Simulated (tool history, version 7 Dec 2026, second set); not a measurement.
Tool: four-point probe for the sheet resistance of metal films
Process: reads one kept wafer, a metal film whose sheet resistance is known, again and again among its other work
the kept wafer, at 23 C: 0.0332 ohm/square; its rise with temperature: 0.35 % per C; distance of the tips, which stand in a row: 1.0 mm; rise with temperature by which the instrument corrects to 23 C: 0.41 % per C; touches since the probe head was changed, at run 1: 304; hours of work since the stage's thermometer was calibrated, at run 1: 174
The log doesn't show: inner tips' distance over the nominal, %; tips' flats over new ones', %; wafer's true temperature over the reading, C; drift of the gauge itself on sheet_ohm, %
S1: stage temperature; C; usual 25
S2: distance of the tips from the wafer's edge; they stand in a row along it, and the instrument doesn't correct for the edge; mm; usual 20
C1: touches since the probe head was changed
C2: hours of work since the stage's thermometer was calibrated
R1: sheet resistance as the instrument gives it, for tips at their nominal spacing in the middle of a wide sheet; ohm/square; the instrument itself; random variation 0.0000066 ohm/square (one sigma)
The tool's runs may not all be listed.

run   hour  S1  S2     C1   C2        R1
  1    0.0  25  20    304  174  0.033207
  2   24.4  25  20    973  186  0.033209
  3   50.4  25  20   1684  200  0.033213
  4   73.2  24  20   2306  211  0.033228
  5  106.5  24  20   3216  228  0.033235
  6  134.5  25  20   3984  243  0.033205
  7  159.8  25  20   4675  256  0.033206
  8  182.9  25  20   5308  268  0.033201
  9  203.4  35  20   5867  278  0.033011
 10  224.0  35  20   6433  289  0.033014
 11  238.6  25  20   6830  296  0.033201
 12  263.2  24  20   7503  309  0.033219
 13  284.6  24  20   8089  320  0.033227
 14  304.8  24  20   8642  330  0.033214
 15  325.1  25  20   9197  341  0.033209
 16  342.7  25  20   9678  350  0.033204
 17  365.2  25  20  10295  361  0.033209
 18  390.6  25  20  10987  374  0.033198
 19  414.3  25  20  11636  386  0.033206
 20  443.3  25  20  12431  401  0.033207
 21  470.8  25  20  13181  415  0.033212
 22  501.3  30  20  14015  431  0.033107
 23  517.9  25  20  14469  439  0.033198
 24  544.8  24  13  15207  453  0.033299
 25  559.6  18   5  15611  461  0.034003
 26  582.1  18   5  16228  472  0.034011
 27  608.8  21  20  16956  486  0.033287
 28  624.8  25  14  17395  494  0.033257

Run 29 comes next. What will it give?
 29  640.8  22  12  17832  502   ?

{"run 29": {"R1": 0.033341}}
Without the tool's hidden state the same run would have given R1 0.033340 ohm/square.

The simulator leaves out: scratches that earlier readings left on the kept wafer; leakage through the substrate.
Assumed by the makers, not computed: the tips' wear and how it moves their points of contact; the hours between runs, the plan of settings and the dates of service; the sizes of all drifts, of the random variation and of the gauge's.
